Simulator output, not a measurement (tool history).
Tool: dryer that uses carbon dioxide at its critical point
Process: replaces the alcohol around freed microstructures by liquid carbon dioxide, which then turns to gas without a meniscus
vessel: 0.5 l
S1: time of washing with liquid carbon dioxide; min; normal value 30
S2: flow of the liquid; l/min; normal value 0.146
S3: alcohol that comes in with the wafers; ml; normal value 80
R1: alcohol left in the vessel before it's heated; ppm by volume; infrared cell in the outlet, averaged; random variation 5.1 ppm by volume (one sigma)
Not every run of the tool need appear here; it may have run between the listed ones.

run 1 hour=0.0 | S1=30 S2=0.146 S3=80 | R1=125
run 2 hour=30.1 | S1=30 S2=0.114 S3=80 | R1=424
run 3 hour=72.0 | S1=30 S2=0.114 S3=80 | R1=439
run 4 hour=94.9 | S1=30 S2=0.114 S3=80 | R1=455
run 5 hour=141.7 | S1=30 S2=0.114 S3=80 | R1=508
run 6 hour=168.2 | S1=30 S2=0.114 S3=80 | R1=511
run 7 hour=216.3 | S1=30 S2=0.114 S3=80 | R1=575
run 8 hour=255.3 | S1=30 S2=0.146 S3=80 | R1=228
run 9 hour=284.6 | S1=30 S2=0.219 S3=20 | R1=150
run 10 hour=329.7 | S1=30 S2=0.219 S3=20 | R1=165
run 11 hour=372.2 | S1=30 S2=0.219 S3=20 | R1=172
run 12 hour=406.0 | S1=18 S2=0.156 S3=48 | R1=1078
-- hour=417.9 inlet filter changed
run 13 hour=441.4 | S1=33 S2=0.110 S3=71 | R1=395
run 14 hour=487.6 | S1=33 S2=0.110 S3=71 | R1=421
run 15 hour=539.2 | S1=33 S2=0.110 S3=71 | R1=455
run 16 hour=585.3 | S1=33 S2=0.110 S3=71 | R1=499

5 ways to go on from here, each from the tool as it stands after run 16. What would each give?
run A hour=623.5 | S1=27 S2=0.106 S3=62 | R1=?
run B hour=623.5 | S1=44 S2=0.129 S3=39 | R1=?
run C hour=623.5 | S1=36 S2=0.110 S3=71 | R1=?
run D hour=623.5 | S1=25 S2=0.177 S3=37 | R1=?
run E hour=623.5 | S1=30 S2=0.157 S3=55 | R1=?

run=A R1=1185
run=B R1=246
run=C R1=402
run=D R1=282
run=E R1=263
With the hidden condition removed and each run's random variation left untouched, the same runs would have given:
run=A R1=719
run=B R1=10
run=C R1=119
run=D R1=33
run=E R1=23
